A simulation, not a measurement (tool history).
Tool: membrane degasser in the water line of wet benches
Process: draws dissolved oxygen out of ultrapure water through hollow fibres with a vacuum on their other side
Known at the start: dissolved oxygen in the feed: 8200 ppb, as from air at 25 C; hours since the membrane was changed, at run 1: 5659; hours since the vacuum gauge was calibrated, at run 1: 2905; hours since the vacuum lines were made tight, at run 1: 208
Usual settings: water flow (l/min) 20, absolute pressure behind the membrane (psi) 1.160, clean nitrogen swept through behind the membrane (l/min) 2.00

run,hour,water flow (l/min),absolute pressure behind the membrane (psi),clean nitrogen swept through behind the membrane (l/min),hours since the membrane was changed,hours since the vacuum gauge was calibrated,hours since the vacuum lines were made tight,dissolved oxygen in the water behind the degasser (ppb),pressure that the water loses in the fibres (psi)
1,0.0,20,1.160,2.00,5659,2905,208,117.5,8.997
2,149.0,20,1.160,2.00,5808,3054,357,117.2,9.074
3,292.6,20,1.160,2.00,5952,3198,501,115.0,9.055
4,425.6,20,1.199,2.00,6085,3331,634,121.8,9.058
5,516.8,20,1.199,2.00,6176,3422,725,120.3,9.075
6,635.8,20,1.199,2.00,6295,3541,844,118.5,9.058
7,791.3,20,1.160,2.00,6451,3697,1000,115.8,9.074
8,862.6,20,1.160,2.00,6522,3768,1071,115.7,9.069
9,1004.3,20,1.160,2.00,6664,3910,1213,117.5,9.013
10,1109.0,20,1.160,2.00,6768,4014,1317,115.7,9.031
# hour 1121.4: vacuum gauge calibrated
11,1213.7,20,1.160,2.00,6873,92,1422,116.2,9.013
12,1300.8,20,1.160,2.00,6960,179,1509,114.2,9.007
13,1382.0,20,1.160,2.00,7041,261,1590,114.9,9.037
14,1529.9,20,1.160,2.00,7189,409,1738,116.4,8.984
15,1659.7,20,1.160,2.00,7319,538,1867,114.8,8.988
16,1738.1,20,0.876,2.00,7397,617,1946,69.1,9.027
17,1804.0,15,1.160,2.72,7463,683,2012,64.5,6.791
18,1893.3,15,0.769,2.72,7552,772,2101,29.0,6.728
19,1990.9,15,0.769,1.33,7650,869,2199,55.4,6.778
20,2074.8,17,0.959,3.22,7734,953,2283,44.8,7.642
21,2233.7,20,1.160,1.47,7893,1112,2441,151.4,8.987
22,2350.0,20,1.160,1.47,8009,1229,2558,150.5,8.929
23,2430.1,20,1.160,1.47,8089,1309,2638,151.4,8.956
24,2538.1,20,0.898,2.00,8197,1417,2746,73.3,8.966
25,2626.3,14,2.031,1.17,8285,1505,2834,291.5,6.240
26,2728.8,14,2.031,1.17,8388,1607,2937,296.3,6.226
27,2880.4,14,2.031,1.17,8539,1759,3088,299.0,6.224
# hour 2899.9: gauge calibrated
28,2966.2,14,2.031,3.47,8625,1845,3174,107.5,6.364
29,3030.0,22,0.706,1.20,8689,1909,3238,73.5,10.028
30,3153.8,14,2.602,5.63,8813,2032,3362,90.9,6.329
31,3224.3,27,0.851,2.76,8883,2103,3432,81.5,12.267

Forecast each of these 5 alternatives for the next run:
A,3302.9,25,1.160,2.47,8962,2182,3511,?,?
B,3302.9,32,1.281,4.02,8962,2182,3511,?,?
C,3302.9,31,1.065,3.01,8962,2182,3511,?,?
D,3302.9,21,1.703,2.76,8962,2182,3511,?,?
E,3302.9,20,1.114,2.18,8962,2182,3511,?,?

run,dissolved oxygen in the water behind the degasser (ppb),pressure that the water loses in the fibres (psi)
A,126.0,11.351
B,152.1,14.531
C,137.5,14.009
D,157.4,9.567
E,99.4,9.142
Without the tool's hidden state the same runs would have given:
run,dissolved oxygen in the water behind the degasser (ppb),pressure that the water loses in the fibres (psi)
A,125.9,11.375
B,151.8,14.562
C,137.2,14.038
D,157.3,9.587
E,99.4,9.161
